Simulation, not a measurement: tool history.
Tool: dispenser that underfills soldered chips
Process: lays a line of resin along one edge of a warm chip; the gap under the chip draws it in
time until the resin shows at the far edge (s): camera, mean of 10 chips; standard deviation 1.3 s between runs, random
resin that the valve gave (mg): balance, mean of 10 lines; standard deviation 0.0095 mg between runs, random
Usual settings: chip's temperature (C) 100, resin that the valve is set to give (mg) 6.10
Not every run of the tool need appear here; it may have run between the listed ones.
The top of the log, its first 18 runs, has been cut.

run,day,chip's temperature (C),resin that the valve is set to give (mg),hours of work since the syringe was changed,hours of work since the valve was cleaned,hours of work since the stage was calibrated,time until the resin shows at the far edge (s),resin that the valve gave (mg)
19,2.446,113,7.80,10,35,147,175.7,7.713
# day 2.492: new syringe of resin
20,2.633,95,6.43,2,37,149,199.9,6.350
21,2.767,87,5.23,4,39,151,361.2,5.176
22,2.946,87,5.23,7,42,154,440.1,5.169
23,3.033,100,7.00,8,43,155,259.8,6.906
24,3.204,91,5.85,10,46,158,477.0,5.737
# day 3.238: new syringe of resin
25,3.408,91,5.85,2,48,160,249.0,5.770
26,3.583,102,5.72,5,51,163,187.5,5.627
27,3.708,110,5.62,7,53,165,150.1,5.531
28,3.804,110,5.62,8,54,166,173.1,5.520
29,3.925,110,5.62,10,56,168,199.2,5.530
# day 3.996: new syringe of resin
30,4.108,103,5.60,2,58,170,137.2,5.499
31,4.188,101,5.56,3,60,172,164.9,5.461
32,4.354,99,5.68,5,62,174,216.7,5.571
33,4.475,92,5.68,7,64,176,348.6,5.569
34,4.579,107,5.59,8,65,177,204.3,5.493
# day 4.746: new syringe of resin
35,4.746,107,5.59,0,68,179,100.6,5.474
36,4.875,91,6.21,2,69,181,236.6,6.088

Alternative continuations, all from the tool just after run 36; predict every row:
A,5.000,104,6.21,4,71,183,?,?
B,5.000,100,5.62,4,71,183,?,?
C,5.000,110,6.10,4,71,183,?,?
D,5.000,93,7.41,4,71,183,?,?
E,5.000,94,6.65,4,71,183,?,?

run,time until the resin shows at the far edge (s),resin that the valve gave (mg)
A,154.5,6.073
B,184.7,5.497
C,119.9,5.972
D,254.7,7.268
E,245.8,6.488
With no hidden state in the tool, these same runs would have given:
run,time until the resin shows at the far edge (s),resin that the valve gave (mg)
A,106.1,6.208
B,126.6,5.619
C,82.5,6.105
D,174.6,7.429
E,168.4,6.633
